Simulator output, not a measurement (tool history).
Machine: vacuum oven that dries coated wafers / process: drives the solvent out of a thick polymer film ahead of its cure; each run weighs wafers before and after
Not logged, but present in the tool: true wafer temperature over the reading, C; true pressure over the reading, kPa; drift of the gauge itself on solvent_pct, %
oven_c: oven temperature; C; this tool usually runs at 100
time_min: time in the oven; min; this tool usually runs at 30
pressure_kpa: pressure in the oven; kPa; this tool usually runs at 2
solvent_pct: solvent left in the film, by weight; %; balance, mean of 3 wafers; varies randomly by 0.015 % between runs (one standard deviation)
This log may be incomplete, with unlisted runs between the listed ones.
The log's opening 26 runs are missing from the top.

run,hour,oven_c,time_min,pressure_kpa,hours of work since the thermocouples were calibrated,hours of work since the vacuum gauge was cleaned of residue,solvent_pct
27,2223.7,97,37,1.75,790,321,2.35
28,2320.2,97,37,1.75,841,372,2.34
# hour 2342.3: oven's thermocouples calibrated
29,2391.2,100,30,3.83,26,409,3.33
30,2473.3,86,30,1.18,70,452,7.3
31,2590.1,100,36,2,132,514,1.93
32,2673.5,100,36,2,176,559,1.92
33,2789.1,100,42,2.64,237,620,1.87
34,2907.3,100,53,2.84,300,683,1.7
35,3030,115,28,3.58,365,748,1.14
36,3109,115,28,3.58,407,790,1.15
37,3205.3,87,28,2.79,458,841,7.91
38,3290.6,87,28,2.79,504,886,7.94
39,3371,108,30,5.87,546,929,2.46
40,3453.3,108,30,5.87,590,973,2.49
41,3518.3,108,30,5.87,625,1007,2.44
# hour 3561.5: vacuum gauge cleaned of residue and calibrated
42,3645.7,86,16,5.87,691,45,11.99
43,3768.5,100,30,3.57,757,110,2.97

Below are 5 alternative next runs, each starting from the tool's condition after run 43. Predict each:
A,3880.2,100,30,5.16,816,169,?
B,3880.2,110,16,5.1,816,169,?
C,3880.2,87,20,5.29,816,169,?
D,3880.2,113,43,2,816,169,?
E,3880.2,99,45,5.4,816,169,?

run,solvent_pct
A,3.7
B,2.9
C,10.49
D,0.63
E,3.17
With no hidden state in the tool, these same runs would have given:
run,solvent_pct
A,3.92
B,3.1
C,10.8
D,0.65
E,3.33
